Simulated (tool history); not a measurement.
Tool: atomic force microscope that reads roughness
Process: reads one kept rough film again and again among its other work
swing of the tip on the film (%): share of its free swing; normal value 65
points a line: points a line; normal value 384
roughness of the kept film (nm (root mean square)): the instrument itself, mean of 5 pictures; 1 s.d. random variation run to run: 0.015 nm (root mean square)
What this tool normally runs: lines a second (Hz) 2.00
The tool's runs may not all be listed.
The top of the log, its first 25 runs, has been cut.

| run | day | lines a second (Hz) | swing of the tip on the film (%) | points a line | roughness of the kept film (nm (root mean square)) |
|---|---|---|---|---|---|
|  | 52.512 | new tip fitted |
| 26 | 55.108 | 0.96 | 82 | 319 | 3.151 |
| 27 | 58.183 | 2.27 | 73 | 862 | 2.723 |
|  | 58.483 | height scale calibrated on a step standard |
| 28 | 60.879 | 2.27 | 73 | 862 | 2.440 |
|  | 61.112 | new tip fitted |
| 29 | 62.579 | 2.27 | 73 | 862 | 3.312 |
| 30 | 65.621 | 0.59 | 58 | 614 | 2.954 |
| 31 | 67.367 | 0.59 | 58 | 614 | 2.705 |
| 32 | 69.375 | 0.59 | 58 | 614 | 2.501 |
|  | 69.696 | new tip fitted |
| 33 | 71.217 | 0.59 | 58 | 614 | 3.442 |
| 34 | 72.617 | 3.11 | 58 | 669 | 3.183 |
|  | 74.633 | height scale calibrated on a step standard, once more |
| 35 | 74.692 | 2.65 | 67 | 966 | 2.782 |
| 36 | 77.600 | 2.65 | 67 | 966 | 2.421 |
|  | 78.150 | new tip fitted |
| 37 | 79.929 | 3.81 | 81 | 710 | 2.948 |
| 38 | 82.725 | 2.00 | 65 | 501 | 2.735 |
| 39 | 85.167 | 2.00 | 71 | 862 | 2.459 |
|  | 86.717 | new tip fitted |
| 40 | 88.288 | 2.00 | 71 | 862 | 3.308 |
| 41 | 90.721 | 1.88 | 87 | 411 | 2.784 |
| 42 | 92.271 | 2.00 | 60 | 336 | 2.715 |
| 43 | 94.221 | 0.65 | 60 | 275 | 2.507 |
|  | 95.296 | new tip fitted |
| 44 | 96.021 | 0.65 | 60 | 275 | 3.381 |
| 45 | 97.858 | 1.68 | 88 | 650 | 2.964 |
| 46 | 100.788 | 3.00 | 56 | 650 | 2.699 |
| 47 | 102.550 | 1.23 | 56 | 282 | 2.445 |
|  | 103.671 | new tip fitted |
| 48 | 105.308 | 3.26 | 56 | 453 | 3.303 |

Consider 5 possible next runs. They are alternatives, not a sequence: every one starts from the tool as it was left by run 48. What does each give?
| A | 107.721 | 2.90 | 58 | 891 | ? |
| B | 107.721 | 0.61 | 56 | 453 | ? |
| C | 107.721 | 0.82 | 56 | 453 | ? |
| D | 107.721 | 1.59 | 55 | 294 | ? |
| E | 107.721 | 3.26 | 62 | 461 | ? |

| run | roughness of the kept film (nm (root mean square)) |
|---|---|
| A | 2.947 |
| B | 2.964 |
| C | 2.952 |
| D | 2.918 |
| E | 2.883 |
Stripped of hidden state, with their random variation kept, the same runs would have yielded:
| run | roughness of the kept film (nm (root mean square)) |
|---|---|
| A | 3.690 |
| B | 3.714 |
| C | 3.698 |
| D | 3.656 |
| E | 3.610 |
